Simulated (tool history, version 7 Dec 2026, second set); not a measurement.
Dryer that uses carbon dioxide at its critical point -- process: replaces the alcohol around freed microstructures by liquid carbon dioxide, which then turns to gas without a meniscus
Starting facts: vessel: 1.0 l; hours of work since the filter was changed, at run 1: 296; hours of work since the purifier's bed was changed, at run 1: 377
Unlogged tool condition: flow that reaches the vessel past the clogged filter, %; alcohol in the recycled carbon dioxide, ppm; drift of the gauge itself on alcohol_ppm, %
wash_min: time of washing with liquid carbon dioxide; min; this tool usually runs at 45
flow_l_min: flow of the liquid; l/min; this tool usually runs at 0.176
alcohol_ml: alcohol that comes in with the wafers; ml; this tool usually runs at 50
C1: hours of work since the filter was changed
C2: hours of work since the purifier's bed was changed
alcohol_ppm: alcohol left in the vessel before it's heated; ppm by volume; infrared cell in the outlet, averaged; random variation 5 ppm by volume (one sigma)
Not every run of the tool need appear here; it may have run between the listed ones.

Run 1, day 0.000: usual settings; C1 296; C2 377. Result: alcohol_ppm 133 ppm by volume.
Run 2, day 0.454: usual settings; C1 303; C2 384. Result: alcohol_ppm 133 ppm by volume.
Run 3, day 0.946: usual settings; C1 311; C2 391. Result: alcohol_ppm 141 ppm by volume.
Run 4, day 1.421: usual settings but flow_l_min 0.157 l/min; C1 318; C2 399. Result: alcohol_ppm 213 ppm by volume.
Run 5, day 2.079: usual settings but flow_l_min 0.175 l/min; C1 328; C2 409. Result: alcohol_ppm 143 ppm by volume.
Run 6, day 2.738: usual settings but flow_l_min 0.160 l/min; C1 338; C2 419. Result: alcohol_ppm 206 ppm by volume.
Run 7, day 3.446: usual settings but wash_min 33 min; C1 349; C2 430. Result: alcohol_ppm 479 ppm by volume.
At day 3.746: inlet filter changed.
Run 8, day 4.079: usual settings; C1 5; C2 439. Result: alcohol_ppm 112 ppm by volume.
Run 9, day 4.646: usual settings but wash_min 51 min, flow_l_min 0.184 l/min, alcohol_ml 118 ml; C1 14; C2 447. Result: alcohol_ppm 117 ppm by volume.
Run 10, day 5.062: usual settings but wash_min 28 min, flow_l_min 0.170 l/min; C1 20; C2 454. Result: alcohol_ppm 700 ppm by volume.
Run 11, day 5.750: usual settings but wash_min 53 min; C1 31; C2 464. Result: alcohol_ppm 99 ppm by volume.
Run 12, day 6.429: usual settings but wash_min 70 min, flow_l_min 0.111 l/min; C1 41; C2 475. Result: alcohol_ppm 140 ppm by volume.
Run 13, day 6.888: usual settings but wash_min 27 min, alcohol_ml 110 ml; C1 48; C2 482. Result: alcohol_ppm 1522 ppm by volume.
Run 14, day 7.521: usual settings but wash_min 27 min, alcohol_ml 110 ml; C1 58; C2 491. Result: alcohol_ppm 1509 ppm by volume.
Run 15, day 8.217: usual settings but wash_min 42 min, alcohol_ml 24 ml; C1 68; C2 502. Result: alcohol_ppm 114 ppm by volume.

Each row is a separate what-if for the run after 15, all from the same tool condition, not one after another. Results?
Run A, day 8.846: usual settings but wash_min 34 min, flow_l_min 0.279 l/min, alcohol_ml 24 ml; C1 78; C2 512. Result: alcohol_ppm ?.
Run B, day 8.846: usual settings but wash_min 56 min, flow_l_min 0.157 l/min, alcohol_ml 37 ml; C1 78; C2 512. Result: alcohol_ppm ?.
Run C, day 8.846: usual settings but wash_min 42 min, flow_l_min 0.254 l/min, alcohol_ml 24 ml; C1 78; C2 512. Result: alcohol_ppm ?.
Run D, day 8.846: usual settings but wash_min 42 min, flow_l_min 0.113 l/min, alcohol_ml 87 ml; C1 78; C2 512. Result: alcohol_ppm ?.
Run E, day 8.846: usual settings but wash_min 54 min, flow_l_min 0.142 l/min, alcohol_ml 30 ml; C1 78; C2 512. Result: alcohol_ppm ?.

run  alcohol_ppm
  A           91
  B          119
  C           90
  D         1375
  E          141
Take away the tool's hidden state, keep each run's random variation, and the runs would have read:
run  alcohol_ppm
  A            0
  B           26
  C            0
  D         1130
  E           43
